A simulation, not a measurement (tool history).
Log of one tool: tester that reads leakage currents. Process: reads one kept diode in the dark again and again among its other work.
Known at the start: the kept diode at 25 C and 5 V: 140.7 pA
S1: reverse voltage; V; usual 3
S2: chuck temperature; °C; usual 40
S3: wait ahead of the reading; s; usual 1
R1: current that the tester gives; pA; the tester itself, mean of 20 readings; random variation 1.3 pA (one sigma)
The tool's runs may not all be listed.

{"run": 1, "day": 0.0, "S1": 3, "S2": 40, "S3": 1, "R1": 400.28}
{"run": 2, "day": 0.767, "S1": 3, "S2": 40, "S3": 1, "R1": 403.1}
{"run": 3, "day": 1.608, "S1": 3, "S2": 40, "S3": 1, "R1": 400.01}
{"run": 4, "day": 2.688, "S1": 3, "S2": 40, "S3": 1, "R1": 398.99}
{"run": 5, "day": 3.738, "S1": 3, "S2": 44, "S3": 1, "R1": 550.87}
{"run": 6, "day": 4.879, "S1": 3, "S2": 44, "S3": 1, "R1": 550.09}
{"run": 7, "day": 5.8, "S1": 3, "S2": 40, "S3": 1, "R1": 395.52}
{"run": 8, "day": 7.067, "S1": 3, "S2": 40, "S3": 1, "R1": 394.26}
{"run": 9, "day": 8.088, "S1": 3, "S2": 40, "S3": 0.59, "R1": 394.98}
{"run": 10, "day": 9.088, "S1": 3, "S2": 40, "S3": 0.59, "R1": 394.34}
{"run": 11, "day": 10.146, "S1": 3, "S2": 40, "S3": 1, "R1": 392.65}
{"run": 12, "day": 11.179, "S1": 3, "S2": 40, "S3": 1, "R1": 391.88}
{"run": 13, "day": 12.067, "S1": 3.12, "S2": 40, "S3": 1, "R1": 398.53}
{"run": 14, "day": 12.933, "S1": 12.25, "S2": 40, "S3": 1, "R1": 720.27}
{"day": 13.1, "done": "tester calibrated"}
{"run": 15, "day": 13.679, "S1": 3, "S2": 40, "S3": 1, "R1": 389.64}
{"run": 16, "day": 14.8, "S1": 3, "S2": 40, "S3": 1, "R1": 390.76}
{"run": 17, "day": 15.804, "S1": 3, "S2": 40, "S3": 1, "R1": 390.01}
{"run": 18, "day": 16.725, "S1": 3, "S2": 40, "S3": 1, "R1": 389.3}
{"run": 19, "day": 17.992, "S1": 3, "S2": 23, "S3": 1, "R1": 90.18}
{"run": 20, "day": 19.092, "S1": 3, "S2": 23, "S3": 1, "R1": 90.52}
{"day": 19.554, "done": "tester calibrated, once more"}
{"run": 21, "day": 20.45, "S1": 3, "S2": 40, "S3": 0.86, "R1": 384.2}
{"run": 22, "day": 21.696, "S1": 2.02, "S2": 43, "S3": 9.08, "R1": 416.98}
{"run": 23, "day": 22.279, "S1": 9, "S2": 23, "S3": 5.65, "R1": 148.85}
{"run": 24, "day": 23.188, "S1": 8.11, "S2": 24, "S3": 0.74, "R1": 156.03}
{"run": 25, "day": 24.425, "S1": 8.11, "S2": 24, "S3": 0.74, "R1": 157.12}
{"run": 26, "day": 25.467, "S1": 2.13, "S2": 60, "S3": 5.15, "R1": 1555.45}
{"run": 27, "day": 26.188, "S1": 16.92, "S2": 40, "S3": 1.01, "R1": 813.28}
{"run": 28, "day": 27.35, "S1": 4.02, "S2": 40, "S3": 1.2, "R1": 433.13}
{"run": 29, "day": 28.679, "S1": 3, "S2": 55, "S3": 0.65, "R1": 1231.72}
{"run": 30, "day": 30.025, "S1": 3, "S2": 55, "S3": 0.65, "R1": 1239.58}
{"run": 31, "day": 31.296, "S1": 3, "S2": 55, "S3": 0.65, "R1": 1226.14}
{"run": 32, "day": 32.108, "S1": 10.42, "S2": 54, "S3": 1.41, "R1": 1940.55}
{"run": 33, "day": 32.733, "S1": 10.42, "S2": 54, "S3": 1.41, "R1": 1936.81}
{"run": 34, "day": 34.008, "S1": 10.42, "S2": 54, "S3": 1.41, "R1": 1934.72}
{"run": 35, "day": 35.258, "S1": 10.42, "S2": 54, "S3": 1.41, "R1": 1924.63}
{"run": 36, "day": 36.617, "S1": 2.34, "S2": 59, "S3": 0.33, "R1": 1480.18}
{"day": 36.842, "done": "chuck's temperature calibrated"}
{"run": 37, "day": 37.525, "S1": 1.87, "S2": 42, "S3": 1.51, "R1": 396.49}
{"run": 38, "day": 38.65, "S1": 11.22, "S2": 28, "S3": 0.75, "R1": 274.47}
{"run": 39, "day": 39.496, "S1": 3, "S2": 21, "S3": 1, "R1": 81.93}
{"run": 40, "day": 40.296, "S1": 3, "S2": 26, "S3": 0.85, "R1": 126.14}

Forecast each of these 4 alternatives for the next run:
{"run": "A", "day": 41.675, "S1": 3, "S2": 34, "S3": 0.85, "R1": "?"}
{"run": "B", "day": 41.675, "S1": 1.15, "S2": 40, "S3": 0.68, "R1": "?"}
{"run": "C", "day": 41.675, "S1": 1.74, "S2": 31, "S3": 1.45, "R1": "?"}
{"run": "D", "day": 41.675, "S1": 3, "S2": 40, "S3": 3.24, "R1": "?"}

run=A R1=249.4
run=B R1=272.39
run=C R1=152.05
run=D R1=409.07
Without the tool's hidden state the same runs would have given:
run=A R1=252.19
run=B R1=278.29
run=C R1=153.98
run=D R1=416.08

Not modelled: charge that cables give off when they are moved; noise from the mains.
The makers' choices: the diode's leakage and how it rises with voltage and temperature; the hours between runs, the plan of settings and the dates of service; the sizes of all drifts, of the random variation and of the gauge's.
